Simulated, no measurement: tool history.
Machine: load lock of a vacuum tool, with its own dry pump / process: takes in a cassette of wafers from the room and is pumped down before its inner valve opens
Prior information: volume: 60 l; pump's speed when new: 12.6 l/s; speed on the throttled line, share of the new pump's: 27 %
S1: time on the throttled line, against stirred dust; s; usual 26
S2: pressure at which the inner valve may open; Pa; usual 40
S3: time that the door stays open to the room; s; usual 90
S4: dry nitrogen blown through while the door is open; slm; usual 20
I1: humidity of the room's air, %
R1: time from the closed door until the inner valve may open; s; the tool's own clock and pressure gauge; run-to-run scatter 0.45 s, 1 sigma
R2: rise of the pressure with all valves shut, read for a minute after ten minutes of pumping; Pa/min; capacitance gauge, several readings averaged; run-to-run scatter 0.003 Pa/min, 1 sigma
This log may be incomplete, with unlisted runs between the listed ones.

| run | hour | S1 | S2 | S3 | S4 | I1 | R1 | R2 |
|---|---|---|---|---|---|---|---|---|
| 1 | 0 | 26 | 40 | 90 | 20 | 47.1 | 58.5 | 0.056 |
| 2 | 90.9 | 26 | 40 | 90 | 20 | 44.3 | 58.2 | 0.057 |
| 3 | 204.5 | 26 | 40 | 60 | 20 | 45 | 58.8 | 0.052 |
| 4 | 303.4 | 24 | 40 | 90 | 20 | 47.4 | 57 | 0.061 |
| 5 | 418.1 | 24 | 40 | 90 | 20 | 42 | 58 | 0.06 |
| 6 | 503.4 | 24 | 40 | 90 | 20 | 43.6 | 57.7 | 0.059 |
| 7 | 579 | 24 | 40 | 90 | 20 | 44.1 | 57.4 | 0.063 |
| 8 | 682.7 | 44 | 40 | 90 | 20 | 46.8 | 71 | 0.066 |
| 9 | 742.8 | 44 | 40 | 90 | 20 | 47.8 | 71.4 | 0.07 |
| 10 | 846.6 | 14 | 40 | 90 | 20 | 45.3 | 50.5 | 0.064 |
| 11 | 939.3 | 14 | 40 | 90 | 20 | 42.8 | 49.5 | 0.069 |
| 12 | 1059.2 | 14 | 40 | 90 | 20 | 46.2 | 51.1 | 0.068 |
| 13 | 1159.9 | 14 | 40 | 90 | 20 | 44.4 | 50.6 | 0.066 |
| 14 | 1264.5 | 26 | 40 | 90 | 20 | 48.8 | 58.7 | 0.07 |
| 15 | 1364.7 | 26 | 40 | 90 | 20 | 44.2 | 59 | 0.073 |
| 16 | 1477 | 26 | 40 | 90 | 20 | 44.4 | 59.1 | 0.069 |
| 17 | 1580.2 | 26 | 40 | 90 | 20 | 44.7 | 59.3 | 0.07 |
| 18 | 1639.9 | 26 | 40 | 90 | 20 | 45.7 | 59.2 | 0.07 |
| 19 | 1749.2 | 26 | 40 | 90 | 20 | 46.8 | 60 | 0.072 |
| 20 | 1856.1 | 50 | 40 | 34 | 20 | 42 | 76.1 | 0.064 |
| 21 | 1967.4 | 50 | 40 | 34 | 20 | 45.1 | 75.6 | 0.065 |

Run 22 is up next; what results do you expect?
| 22 | 2075.1 | 50 | 40 | 34 | 20 | 45.8 | ? | ? |

Run 22 measured R1 77.6 s, R2 0.074 Pa/min.
On a tool with no hidden condition, and with the same random variation, this run would have come out at R1 75.1 s, R2 0.023 Pa/min.

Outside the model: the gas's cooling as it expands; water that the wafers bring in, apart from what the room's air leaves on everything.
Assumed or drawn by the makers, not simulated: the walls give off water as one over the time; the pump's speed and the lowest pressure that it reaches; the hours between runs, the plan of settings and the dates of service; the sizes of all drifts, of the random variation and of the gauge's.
